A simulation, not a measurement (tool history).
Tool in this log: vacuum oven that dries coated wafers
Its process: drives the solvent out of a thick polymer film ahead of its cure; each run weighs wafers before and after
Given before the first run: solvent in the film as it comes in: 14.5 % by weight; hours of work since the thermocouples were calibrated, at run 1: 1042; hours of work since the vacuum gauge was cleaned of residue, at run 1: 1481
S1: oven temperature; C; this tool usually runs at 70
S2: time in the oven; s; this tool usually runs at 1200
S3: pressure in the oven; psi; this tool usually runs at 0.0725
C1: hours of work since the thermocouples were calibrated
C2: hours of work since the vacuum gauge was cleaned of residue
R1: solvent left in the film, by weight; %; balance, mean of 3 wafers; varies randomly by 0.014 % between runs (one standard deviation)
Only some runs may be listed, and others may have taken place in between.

run	hour	S1	S2	S3	C1	C2	R1
1	0	70	1200	0.0725	1042	1481	1.29
# hour 40.4: oven's thermocouples calibrated
2	63.3	70	1200	0.0725	10	1508	1.14
3	130.1	70	1200	0.0725	40	1538	1.15
4	218.6	70	1200	0.0725	79	1577	1.16
5	290.2	70	1200	0.0725	111	1609	1.16
6	374.6	70	1200	0.0725	149	1647	1.18
7	432.1	70	1200	0.0725	174	1672	1.15
8	523.1	70	1200	0.0725	215	1713	1.17
9	583.9	70	1200	0.0725	242	1740	1.2
10	684.7	70	1200	0.0725	286	1784	1.2
11	752.4	70	1200	0.0725	316	1814	1.2
12	850.6	70	1200	0.0725	360	1858	1.2
13	957.4	60	720	0.1806	408	1906	5.22
14	1058.2	78	1140	0.04	452	1950	0.52
15	1161.7	84	1320	0.0687	498	1996	0.25
16	1242	70	900	0.1041	534	2032	2.07
17	1315.3	70	1260	0.084	567	2065	1.16
18	1379.5	70	1260	0.084	595	2093	1.17

Run 19 comes next. What will it give?
19	1430.6	70	1260	0.1186	618	2116	?

{"run 19": {"R1": 1.26}}
Without the tool's hidden state the same run would have given R1 1.07 %.
